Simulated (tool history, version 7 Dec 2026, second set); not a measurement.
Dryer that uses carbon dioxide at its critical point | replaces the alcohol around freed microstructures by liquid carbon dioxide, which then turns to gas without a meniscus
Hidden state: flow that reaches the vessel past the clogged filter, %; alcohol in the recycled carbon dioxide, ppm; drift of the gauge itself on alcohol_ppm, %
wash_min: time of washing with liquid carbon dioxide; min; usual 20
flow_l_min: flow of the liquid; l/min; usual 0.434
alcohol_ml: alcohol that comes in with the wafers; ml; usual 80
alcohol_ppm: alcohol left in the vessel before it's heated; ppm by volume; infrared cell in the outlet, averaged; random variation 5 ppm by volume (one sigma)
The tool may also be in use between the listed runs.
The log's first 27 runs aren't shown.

run	hour	wash_min	flow_l_min	alcohol_ml	hours of work since the filter was changed	hours of work since the purifier's bed was changed	alcohol_ppm
28	350.5	20	0.434	28	230	557	65
29	367.5	22	0.434	32	241	568	56
# hour 386.1: inlet filter changed
30	386.1	22	0.434	32	0	579	44
31	403.8	15	0.463	56	11	591	153
32	420.7	20	0.557	41	22	602	39
33	433.1	20	0.284	97	30	610	791
34	442	26	0.434	23	36	615	27
35	456.8	26	0.434	23	46	625	36
36	465.6	20	0.577	80	51	631	47
37	479.2	12	0.697	115	60	639	105
38	495.3	12	0.697	115	71	650	103
39	507.6	12	0.64	115	78	658	162
40	524.8	17	0.321	64	90	669	766
41	540.8	24	0.443	26	100	679	43
42	558	24	0.443	26	111	690	43
43	574	17	0.447	80	121	701	194
44	587.6	15	0.524	55	130	709	112
45	599.3	24	0.575	80	138	717	39
46	614.1	24	0.286	80	147	727	407
47	624.1	24	0.286	80	154	733	415
48	637.1	14	0.433	112	162	741	923

3 ways to go on from here, each from the tool as it stands after run 48. What would each give?
A	645.5	14	0.433	91	167	747	?
B	645.5	18	0.393	26	167	747	?
C	645.5	14	0.433	51	167	747	?

run	alcohol_ppm
A	741
B	128
C	454
Without the tool's hidden state the same runs would have given:
run	alcohol_ppm
A	376
B	43
C	225
